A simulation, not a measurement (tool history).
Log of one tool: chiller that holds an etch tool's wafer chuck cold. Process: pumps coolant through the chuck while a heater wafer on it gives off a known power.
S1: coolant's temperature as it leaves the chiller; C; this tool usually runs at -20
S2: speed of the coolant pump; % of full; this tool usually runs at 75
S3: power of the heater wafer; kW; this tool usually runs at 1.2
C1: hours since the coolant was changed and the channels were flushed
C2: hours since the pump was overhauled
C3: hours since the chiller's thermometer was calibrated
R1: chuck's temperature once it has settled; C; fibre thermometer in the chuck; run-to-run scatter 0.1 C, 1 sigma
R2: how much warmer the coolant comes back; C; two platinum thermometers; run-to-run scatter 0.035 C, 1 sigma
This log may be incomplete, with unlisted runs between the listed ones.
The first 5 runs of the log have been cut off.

-- hour=784.3 coolant changed, channels flushed
run 6 hour=794.7 | S1=-20 S2=75 S3=1.2 | C1=10 C2=5529 C3=789 | R1=-7.8 R2=5.81
run 7 hour=968.4 | S1=-20 S2=81 S3=1.2 | C1=184 C2=5702 C3=962 | R1=-8.5 R2=5.29
run 8 hour=1082.9 | S1=-20 S2=81 S3=1.2 | C1=299 C2=5817 C3=1077 | R1=-8.7 R2=5.28
run 9 hour=1204 | S1=-20 S2=81 S3=1.2 | C1=420 C2=5938 C3=1198 | R1=-8.8 R2=5.23
run 10 hour=1385.4 | S1=-20 S2=81 S3=1.2 | C1=601 C2=6119 C3=1379 | R1=-8.4 R2=5.24
run 11 hour=1519.4 | S1=-20 S2=75 S3=1.2 | C1=735 C2=6253 C3=1513 | R1=-7.7 R2=5.7
run 12 hour=1641.4 | S1=-19 S2=75 S3=1.2 | C1=857 C2=6375 C3=1635 | R1=-6.6 R2=5.75
run 13 hour=1722.8 | S1=-17 S2=75 S3=1.2 | C1=939 C2=6457 C3=1717 | R1=-4.8 R2=5.7
run 14 hour=1906.5 | S1=-17 S2=75 S3=1.2 | C1=1122 C2=6641 C3=1900 | R1=-4.9 R2=5.68
run 15 hour=2105 | S1=-17 S2=75 S3=0.662 | C1=1321 C2=6839 C3=2099 | R1=-10.3 R2=3.03
run 16 hour=2260.3 | S1=-17 S2=75 S3=0.662 | C1=1476 C2=6994 C3=2254 | R1=-10.2 R2=2.98
run 17 hour=2348 | S1=-17 S2=75 S3=0.662 | C1=1564 C2=7082 C3=2342 | R1=-10.5 R2=2.97

Run 18, settings as shown, results not yet in. Your forecast:
run 18 hour=2545.3 | S1=-17 S2=75 S3=0.662 | C1=1761 C2=7279 C3=2539 | R1=? R2=?

Run 18 produced R1 -10.3 C, R2 3.02 C.
The same run, on a tool lacking any hidden state, would have yielded R1 -10.3 C, R2 3.24 C.
